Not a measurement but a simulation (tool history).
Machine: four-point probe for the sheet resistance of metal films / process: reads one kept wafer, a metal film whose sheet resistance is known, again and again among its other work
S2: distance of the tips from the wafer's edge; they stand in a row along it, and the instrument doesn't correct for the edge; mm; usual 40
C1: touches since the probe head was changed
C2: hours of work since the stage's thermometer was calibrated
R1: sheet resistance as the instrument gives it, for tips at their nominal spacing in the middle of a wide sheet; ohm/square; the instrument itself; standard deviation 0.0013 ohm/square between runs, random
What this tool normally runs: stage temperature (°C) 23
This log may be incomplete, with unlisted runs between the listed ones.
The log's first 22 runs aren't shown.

{"run": 23, "hour": 263.0, "stage temperature (°C)": 23, "S2": 12, "C1": 33606, "C2": 474, "R1": 6.518858}
{"run": 24, "hour": 269.7, "stage temperature (°C)": 32, "S2": 9, "C1": 33886, "C2": 479, "R1": 6.488927}
{"run": 25, "hour": 283.6, "stage temperature (°C)": 34, "S2": 5, "C1": 34466, "C2": 487, "R1": 6.568332}
{"run": 26, "hour": 297.7, "stage temperature (°C)": 34, "S2": 5, "C1": 35055, "C2": 496, "R1": 6.569122}
{"run": 27, "hour": 309.1, "stage temperature (°C)": 33, "S2": 12, "C1": 35532, "C2": 503, "R1": 6.463398}
{"run": 28, "hour": 316.3, "stage temperature (°C)": 33, "S2": 12, "C1": 35833, "C2": 508, "R1": 6.463938}
{"run": 29, "hour": 332.7, "stage temperature (°C)": 25, "S2": 9, "C1": 36516, "C2": 518, "R1": 6.527221}
{"run": 30, "hour": 348.7, "stage temperature (°C)": 31, "S2": 65, "C1": 37187, "C2": 528, "R1": 6.450669}
{"run": 31, "hour": 355.9, "stage temperature (°C)": 22, "S2": 65, "C1": 37486, "C2": 532, "R1": 6.500326}
{"run": 32, "hour": 371.3, "stage temperature (°C)": 27, "S2": 9, "C1": 38130, "C2": 542, "R1": 6.515168}
{"run": 33, "hour": 386.8, "stage temperature (°C)": 32, "S2": 43, "C1": 38779, "C2": 552, "R1": 6.445537}
{"run": 34, "hour": 394.0, "stage temperature (°C)": 29, "S2": 35, "C1": 39078, "C2": 556, "R1": 6.462852}
{"run": 35, "hour": 409.9, "stage temperature (°C)": 29, "S2": 35, "C1": 39744, "C2": 566, "R1": 6.460956}
{"run": 36, "hour": 422.0, "stage temperature (°C)": 19, "S2": 17, "C1": 40251, "C2": 574, "R1": 6.528091}
{"run": 37, "hour": 433.8, "stage temperature (°C)": 28, "S2": 28, "C1": 40740, "C2": 581, "R1": 6.472102}
{"run": 38, "hour": 446.1, "stage temperature (°C)": 28, "S2": 26, "C1": 41255, "C2": 589, "R1": 6.46843}
{"run": 39, "hour": 460.9, "stage temperature (°C)": 28, "S2": 26, "C1": 41876, "C2": 598, "R1": 6.468471}
{"run": 40, "hour": 475.7, "stage temperature (°C)": 20, "S2": 6, "C1": 42492, "C2": 607, "R1": 6.604273}
{"run": 41, "hour": 491.9, "stage temperature (°C)": 23, "S2": 16, "C1": 43170, "C2": 617, "R1": 6.507116}
{"run": 42, "hour": 507.9, "stage temperature (°C)": 23, "S2": 16, "C1": 43837, "C2": 627, "R1": 6.507547}
{"run": 43, "hour": 522.9, "stage temperature (°C)": 23, "S2": 40, "C1": 44464, "C2": 637, "R1": 6.495716}
{"run": 44, "hour": 533.1, "stage temperature (°C)": 19, "S2": 3, "C1": 44888, "C2": 643, "R1": 6.881969}

Below are 5 alternative next runs, each starting from the tool's condition after run 44. Predict each:
{"run": "A", "hour": 541.7, "stage temperature (°C)": 22, "S2": 3, "C1": 45251, "C2": 648, "R1": "?"}
{"run": "B", "hour": 541.7, "stage temperature (°C)": 19, "S2": 21, "C1": 45251, "C2": 648, "R1": "?"}
{"run": "C", "hour": 541.7, "stage temperature (°C)": 19, "S2": 14, "C1": 45251, "C2": 648, "R1": "?"}
{"run": "D", "hour": 541.7, "stage temperature (°C)": 25, "S2": 23, "C1": 45251, "C2": 648, "R1": "?"}
{"run": "E", "hour": 541.7, "stage temperature (°C)": 23, "S2": 20, "C1": 45251, "C2": 648, "R1": "?"}

run=A R1=6.863426
run=B R1=6.52484
run=C R1=6.533734
run=D R1=6.486587
run=E R1=6.50189
With no hidden state in the tool, these same runs would have given:
run=A R1=6.880944
run=B R1=6.541552
run=C R1=6.550467
run=D R1=6.503274
run=E R1=6.518592
